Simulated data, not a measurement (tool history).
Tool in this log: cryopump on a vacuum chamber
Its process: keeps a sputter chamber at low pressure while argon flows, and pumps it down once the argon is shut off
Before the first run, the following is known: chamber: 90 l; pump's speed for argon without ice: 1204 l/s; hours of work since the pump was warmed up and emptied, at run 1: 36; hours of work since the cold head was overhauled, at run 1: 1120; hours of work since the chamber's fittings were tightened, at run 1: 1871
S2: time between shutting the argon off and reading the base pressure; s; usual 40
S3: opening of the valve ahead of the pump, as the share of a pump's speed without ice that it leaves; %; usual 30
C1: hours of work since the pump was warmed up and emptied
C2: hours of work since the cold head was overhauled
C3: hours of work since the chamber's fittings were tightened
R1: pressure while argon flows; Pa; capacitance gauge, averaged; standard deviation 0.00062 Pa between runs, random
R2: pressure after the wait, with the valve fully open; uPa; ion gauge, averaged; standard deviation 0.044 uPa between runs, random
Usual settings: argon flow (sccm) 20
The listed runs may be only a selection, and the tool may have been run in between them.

Run 1, day 0: usual settings; C1 36; C2 1120; C3 1871. Result: R1 0.0936 Pa, R2 3.28 uPa.
Run 2, day 2.396: usual settings; C1 77; C2 1161; C3 1912. Result: R1 0.0958 Pa, R2 3.26 uPa.
Run 3, day 6.004: usual settings; C1 139; C2 1223; C3 1974. Result: R1 0.0968 Pa, R2 3.33 uPa.
Run 4, day 9.388: usual settings; C1 197; C2 1281; C3 2033. Result: R1 0.0974 Pa, R2 3.45 uPa.
Run 5, day 11.546: usual settings; C1 235; C2 1318; C3 2070. Result: R1 0.0982 Pa, R2 3.44 uPa.
Run 6, day 14.075: usual settings; C1 278; C2 1362; C3 2113. Result: R1 0.0995 Pa, R2 3.55 uPa.
Run 7, day 17.317: usual settings; C1 334; C2 1418; C3 2169. Result: R1 0.1008 Pa, R2 3.65 uPa.
Run 8, day 21.783: usual settings; C1 411; C2 1494; C3 2246. Result: R1 0.1031 Pa, R2 3.65 uPa.
At day 25.475: pump warmed up, emptied and cooled again.
Run 9, day 26.496: usual settings but argon flow (sccm) 30; C1 18; C2 1572; C3 2323. Result: R1 0.1405 Pa, R2 3.52 uPa.
Run 10, day 30.025: usual settings; C1 78; C2 1633; C3 2384. Result: R1 0.0949 Pa, R2 3.52 uPa.
Run 11, day 33.9: usual settings; C1 145; C2 1699; C3 2451. Result: R1 0.0979 Pa, R2 3.57 uPa.
At day 35.896: leaking fittings of the chamber tightened, without venting.
Run 12, day 37.462: usual settings; C1 205; C2 1759; C3 27. Result: R1 0.0978 Pa, R2 2.65 uPa.
Run 13, day 41.867: usual settings; C1 281; C2 1835; C3 103. Result: R1 0.1006 Pa, R2 2.76 uPa.
Run 14, day 44.842: usual settings; C1 332; C2 1886; C3 154. Result: R1 0.1005 Pa, R2 2.85 uPa.
Run 15, day 48.288: usual settings but S3 57 %; C1 391; C2 1945; C3 213. Result: R1 0.0586 Pa, R2 2.78 uPa.
Run 16, day 51.579: usual settings but S2 91 s, S3 57 %; C1 448; C2 2002; C3 270. Result: R1 0.0606 Pa, R2 1.53 uPa.
At day 53.1: pump warmed up, emptied and cooled again.
Run 17, day 56.038: usual settings but argon flow (sccm) 12, S2 213 s, S3 26 %; C1 51; C2 2075; C3 343. Result: R1 0.0659 Pa, R2 0.88 uPa.
Run 18, day 58.038: usual settings but argon flow (sccm) 12, S2 213 s, S3 26 %; C1 85; C2 2110; C3 377. Result: R1 0.0661 Pa, R2 0.83 uPa.
Run 19, day 60.417: usual settings but argon flow (sccm) 12, S2 213 s, S3 26 %; C1 126; C2 2151; C3 418. Result: R1 0.0665 Pa, R2 0.83 uPa.
Run 20, day 64.838: usual settings but argon flow (sccm) 15, S2 42 s, S3 26 %; C1 202; C2 2227; C3 494. Result: R1 0.0842 Pa, R2 2.76 uPa.
Run 21, day 68.667: usual settings but argon flow (sccm) 21; C1 268; C2 2292; C3 560. Result: R1 0.1051 Pa, R2 2.9 uPa.
Run 22, day 70.704: usual settings but S2 198 s, S3 26 %; C1 303; C2 2328; C3 595. Result: R1 0.1157 Pa, R2 1.03 uPa.
Run 23, day 72.938: usual settings but argon flow (sccm) 14, S3 27 %; C1 341; C2 2366; C3 634. Result: R1 0.0795 Pa, R2 3.01 uPa.
Run 24, day 77.354: usual settings but argon flow (sccm) 14, S3 27 %; C1 417; C2 2442; C3 710. Result: R1 0.0808 Pa, R2 2.98 uPa.
At day 80.854: pump warmed up, emptied and cooled again.
Run 25, day 81.671: usual settings but argon flow (sccm) 14, S3 27 %; C1 14; C2 2513; C3 780. Result: R1 0.0725 Pa, R2 2.89 uPa.
Run 26, day 84.304: usual settings but S2 205 s, S3 50 %; C1 59; C2 2558; C3 826. Result: R1 0.0576 Pa, R2 1.04 uPa.
Run 27, day 87.179: usual settings but S2 205 s, S3 50 %; C1 109; C2 2607; C3 875. Result: R1 0.0586 Pa, R2 1.03 uPa.

Predict each of these 5 candidate next runs independently; none follows another, all start after run 27:
Run A, day 91.379: usual settings but S2 144 s, S3 50 %; C1 181; C2 2680; C3 948. Result: R1 ?, R2 ?.
Run B, day 91.379: usual settings but S3 42 %; C1 181; C2 2680; C3 948. Result: R1 ?, R2 ?.
Run C, day 91.379: usual settings but argon flow (sccm) 13, S2 144 s; C1 181; C2 2680; C3 948. Result: R1 ?, R2 ?.
Run D, day 91.379: usual settings but S2 298 s, S3 35 %; C1 181; C2 2680; C3 948. Result: R1 ?, R2 ?.
Run E, day 91.379: usual settings but S3 28 %; C1 181; C2 2680; C3 948. Result: R1 ?, R2 ?.

run      R1    R2
  A  0.0602  1.27
  B  0.0705  3.12
  C  0.0629  1.31
  D  0.0843  0.92
  E  0.1047  2.97
What these runs would have given with no unlogged condition in the tool:
run      R1    R2
  A  0.0562   0.9
  B  0.0665  2.73
  C  0.0603  0.94
  D  0.0803  0.54
  E  0.1007   2.6
